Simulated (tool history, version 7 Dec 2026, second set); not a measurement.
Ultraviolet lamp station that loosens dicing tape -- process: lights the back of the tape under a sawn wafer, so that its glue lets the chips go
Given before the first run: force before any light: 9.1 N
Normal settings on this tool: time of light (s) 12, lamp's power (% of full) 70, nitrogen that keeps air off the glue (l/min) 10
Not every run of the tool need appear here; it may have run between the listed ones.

run   hour  time of light (s)  lamp's power (% of full)  nitrogen that keeps air off the glue (l/min)  force that peels the tape off (N)  light that reached the tape (mJ/cm2)
  1      0                 12                        70                                            10                              1.603                                   215
  2   22.5                 12                        70                                            10                              1.626                                   214
  3     38                 12                        69                                            10                              1.658                                   207
  4     66                 12                        69                                            10                              1.687                                   212
  5   84.8                 14                        69                                            10                               1.29                                   242
  6  107.9                 14                        69                                            10                               1.28                                   241
  7  131.6                 13                        69                                            10                              1.481                                   221
  8  147.9                 16                        79                                            10                                0.8                                   315
  9    163                  7                        72                                            10                              3.284                                   124
 10  183.9                  6                        76                                            10                              3.586                                   115
 11  196.5                  6                        76                                             5                              4.598                                   112
 12  209.4                  6                        76                                             5                              4.395                                   110
 13  233.5                 21                        95                                             5                              0.577                                   487

Consider 5 possible next runs. They are alternatives, not a sequence: every one starts from the tool as it was left by run 13. What does each give?
  A  260.4                 12                        93                                            10                                  ?                                     ?
  B  260.4                 14                        67                                            13                                  ?                                     ?
  C  260.4                  9                        95                                            11                                  ?                                     ?
  D  260.4                 19                        92                                            11                                  ?                                     ?
  E  260.4                 22                        70                                            10                                  ?                                     ?

run  force that peels the tape off (N)  light that reached the tape (mJ/cm2)
  A                              1.075                                   271
  B                              1.195                                   227
  C                               1.62                                   208
  D                              0.397                                   424
  E                              0.534                                   378
Had the tool no hidden state, the same runs would have come out as:
run  force that peels the tape off (N)  light that reached the tape (mJ/cm2)
  A                              0.821                                   311
  B                              0.921                                   261
  C                              1.279                                   239
  D                              0.311                                   486
  E                              0.403                                   433
